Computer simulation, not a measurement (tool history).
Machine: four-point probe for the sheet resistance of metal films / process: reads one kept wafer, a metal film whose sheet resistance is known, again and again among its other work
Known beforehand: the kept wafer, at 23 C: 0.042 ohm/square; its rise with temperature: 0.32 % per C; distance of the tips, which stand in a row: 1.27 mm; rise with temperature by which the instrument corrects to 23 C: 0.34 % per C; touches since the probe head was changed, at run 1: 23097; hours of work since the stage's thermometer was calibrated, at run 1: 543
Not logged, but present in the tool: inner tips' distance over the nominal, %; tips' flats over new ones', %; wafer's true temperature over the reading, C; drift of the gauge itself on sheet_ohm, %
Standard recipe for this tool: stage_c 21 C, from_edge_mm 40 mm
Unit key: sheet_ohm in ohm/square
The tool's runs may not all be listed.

run,hour,stage_c,from_edge_mm,touches since the probe head was changed,hours of work since the stage's thermometer was calibrated,sheet_ohm
1,0.0,21,40,23097,543,0.042107
2,23.5,21,40,24034,559,0.042120
3,33.5,21,40,24434,566,0.042111
4,48.9,21,40,25050,577,0.042117
5,71.2,21,40,25936,592,0.042120
6,81.0,21,40,26328,598,0.042114
7,98.3,21,40,27018,610,0.042126
8,113.4,21,40,27620,620,0.042125
9,129.0,20,40,28244,631,0.042104
10,151.5,33,10,29142,646,0.042390
11,171.2,33,10,29928,659,0.042395
12,192.3,30,4,30770,674,0.044181
13,214.0,34,30,31634,688,0.042059
14,227.2,33,4,32163,697,0.044181
15,247.5,33,4,32973,711,0.044185

5 options for the next run, each taken on its own from the tool as it stands now. Forecast them:
A,268.2,28,11,33799,725,?
B,268.2,20,7,33799,725,?
C,268.2,31,23,33799,725,?
D,268.2,27,7,33799,725,?
E,268.2,22,60,33799,725,?

run,sheet_ohm
A,0.042365
B,0.042837
C,0.042106
D,0.042795
E,0.042115
The same runs, with their run-to-run variation unchanged, on a tool lacking any hidden condition would have given:
run,sheet_ohm
A,0.042275
B,0.042747
C,0.042016
D,0.042704
E,0.042026
